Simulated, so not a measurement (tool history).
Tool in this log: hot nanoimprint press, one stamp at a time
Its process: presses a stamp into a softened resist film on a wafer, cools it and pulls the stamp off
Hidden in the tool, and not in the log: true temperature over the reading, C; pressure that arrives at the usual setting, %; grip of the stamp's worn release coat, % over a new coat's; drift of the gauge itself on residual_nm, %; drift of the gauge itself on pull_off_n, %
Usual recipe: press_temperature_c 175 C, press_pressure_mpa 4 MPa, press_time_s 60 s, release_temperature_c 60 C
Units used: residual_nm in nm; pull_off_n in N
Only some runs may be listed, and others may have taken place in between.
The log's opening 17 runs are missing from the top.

| run | hour | press_temperature_c | press_pressure_mpa | press_time_s | release_temperature_c | hours of work since the thermocouple was calibrated | imprints on the stamp's release coat | hours of work since the press's seals were changed | residual_nm | pull_off_n |
|---|---|---|---|---|---|---|---|---|---|---|
|  | 686.4 | plate thermocouple calibrated |
|  | 692.4 | stamp cleaned and given a new release coat |
|  | 695.3 | gauge calibrated |
| 18 | 715.5 | 181 | 2.76 | 76 | 56 | 14 | 109 | 612 | 268.1 | 123 |
| 19 | 774.7 | 181 | 2.76 | 76 | 56 | 51 | 390 | 649 | 268.3 | 128 |
| 20 | 816.1 | 181 | 2.76 | 76 | 56 | 77 | 585 | 674 | 268.9 | 123 |
| 21 | 862.4 | 165 | 4 | 44 | 60 | 106 | 804 | 703 | 429.6 | 116 |
| 22 | 919 | 170 | 6.04 | 89 | 60 | 141 | 1072 | 739 | 234.9 | 112 |
| 23 | 954.6 | 165 | 4 | 41 | 61 | 163 | 1240 | 761 | 439.4 | 114 |
| 24 | 1014.3 | 165 | 2.94 | 41 | 61 | 200 | 1523 | 798 | 495.2 | 116 |
|  | 1038.1 | stamp cleaned and given a new release coat |
| 25 | 1071.3 | 175 | 4 | 60 | 57 | 232 | 157 | 830 | 289.9 | 122 |
| 26 | 1105.2 | 175 | 3.88 | 60 | 60 | 253 | 317 | 851 | 294.9 | 114 |
| 27 | 1160.4 | 175 | 3.4 | 60 | 66 | 288 | 579 | 885 | 316.6 | 101 |
| 28 | 1202.5 | 175 | 3.4 | 60 | 66 | 314 | 778 | 911 | 317.6 | 103 |
| 29 | 1262.6 | 186 | 4.79 | 51 | 48 | 351 | 1062 | 949 | 202 | 142 |
| 30 | 1317.9 | 186 | 5.82 | 51 | 50 | 386 | 1323 | 983 | 181.5 | 136 |

Below are 3 alternative next runs, each starting from the tool's condition after run 30. Predict each:
| A | 1376.4 | 177 | 5.82 | 62 | 59 | 422 | 1600 | 1020 | ? | ? |
| B | 1376.4 | 175 | 4 | 60 | 60 | 422 | 1600 | 1020 | ? | ? |
| C | 1376.4 | 175 | 3.81 | 60 | 60 | 422 | 1600 | 1020 | ? | ? |

| run | residual_nm | pull_off_n |
|---|---|---|
| A | 221.1 | 119 |
| B | 292.8 | 116 |
| C | 300.2 | 117 |
What these runs would have given with no unlogged condition in the tool:
| run | residual_nm | pull_off_n |
|---|---|---|
| A | 215.8 | 119 |
| B | 285.8 | 115 |
| C | 293.1 | 117 |
